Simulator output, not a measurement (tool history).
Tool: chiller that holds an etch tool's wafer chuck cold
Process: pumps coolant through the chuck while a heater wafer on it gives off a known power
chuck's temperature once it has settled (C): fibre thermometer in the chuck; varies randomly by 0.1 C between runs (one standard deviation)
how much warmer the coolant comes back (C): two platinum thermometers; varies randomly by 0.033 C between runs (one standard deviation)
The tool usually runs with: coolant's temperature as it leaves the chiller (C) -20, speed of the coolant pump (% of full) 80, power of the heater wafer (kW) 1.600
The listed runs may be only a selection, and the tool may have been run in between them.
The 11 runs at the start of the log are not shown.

| run | hour | coolant's temperature as it leaves the chiller (C) | speed of the coolant pump (% of full) | power of the heater wafer (kW) | hours since the coolant was changed and the channels were flushed | hours since the pump was overhauled | hours since the chiller's thermometer was calibrated | chuck's temperature once it has settled (C) | how much warmer the coolant comes back (C) |
|---|---|---|---|---|---|---|---|---|---|
| 12 | 1162.1 | -21 | 80 | 1.600 | 5219 | 4089 | 801 | -9.5 | 4.66 |
| 13 | 1275.4 | -21 | 80 | 1.600 | 5333 | 4203 | 915 | -9.3 | 4.59 |
| 14 | 1355.5 | -21 | 80 | 1.600 | 5413 | 4283 | 995 | -9.5 | 4.60 |
| 15 | 1452.3 | -21 | 80 | 1.600 | 5509 | 4380 | 1092 | -9.5 | 4.65 |
| 16 | 1592.6 | -21 | 80 | 1.600 | 5650 | 4520 | 1232 | -9.5 | 4.66 |
| 17 | 1699.8 | -20 | 80 | 1.600 | 5757 | 4627 | 1339 | -8.3 | 4.60 |
| 18 | 1830.6 | -20 | 78 | 1.614 | 5888 | 4758 | 1470 | -8.0 | 4.89 |
| 19 | 1904.2 | -26 | 94 | 1.225 | 5961 | 4831 | 1543 | -18.0 | 3.00 |
| 20 | 1981.2 | -26 | 94 | 1.225 | 6038 | 4909 | 1621 | -17.6 | 3.02 |
| 21 | 2124.9 | -26 | 94 | 1.225 | 6182 | 5052 | 1764 | -18.0 | 3.04 |
| 22 | 2212.4 | -26 | 94 | 1.225 | 6270 | 5140 | 1852 | -18.1 | 3.04 |
| 23 | 2338.4 | -20 | 70 | 2.312 | 6395 | 5266 | 1978 | -1.5 | 7.75 |
|  | 2432.5 | chiller's thermometer calibrated |
| 24 | 2472.6 | -20 | 70 | 2.312 | 6529 | 5399 | 40 | -1.3 | 7.80 |
| 25 | 2573.1 | -18 | 64 | 1.984 | 6629 | 5499 | 141 | -0.9 | 7.34 |
| 26 | 2716.9 | -21 | 64 | 1.197 | 6773 | 5643 | 284 | -10.6 | 4.44 |
| 27 | 2826.8 | -19 | 86 | 0.867 | 6883 | 5753 | 394 | -12.8 | 2.42 |
| 28 | 2926.4 | -19 | 86 | 0.867 | 6982 | 5853 | 494 | -12.9 | 2.35 |
| 29 | 3034.3 | -20 | 63 | 1.083 | 7090 | 5961 | 602 | -10.6 | 4.14 |
| 30 | 3095.1 | -14 | 68 | 0.879 | 7151 | 6021 | 663 | -6.7 | 3.08 |
| 31 | 3197.6 | -15 | 73 | 1.600 | 7254 | 6124 | 765 | -2.1 | 5.20 |
| 32 | 3267.0 | -23 | 93 | 0.918 | 7323 | 6193 | 835 | -16.8 | 2.32 |
| 33 | 3331.4 | -26 | 93 | 0.918 | 7387 | 6258 | 899 | -19.7 | 2.25 |

Consider 3 possible next runs. They are alternatives, not a sequence: every one starts from the tool as it was left by run 33. What does each give?
| A | 3450.6 | -26 | 93 | 1.287 | 7507 | 6377 | 1018 | ? | ? |
| B | 3450.6 | -20 | 98 | 1.600 | 7507 | 6377 | 1018 | ? | ? |
| C | 3450.6 | -20 | 75 | 1.600 | 7507 | 6377 | 1018 | ? | ? |

| run | chuck's temperature once it has settled (C) | how much warmer the coolant comes back (C) |
|---|---|---|
| A | -17.0 | 3.32 |
| B | -9.5 | 3.82 |
| C | -7.5 | 5.06 |
Had the tool no hidden state, the same runs would have come out as:
| run | chuck's temperature once it has settled (C) | how much warmer the coolant comes back (C) |
|---|---|---|
| A | -18.3 | 3.07 |
| B | -10.9 | 3.53 |
| C | -9.2 | 4.67 |
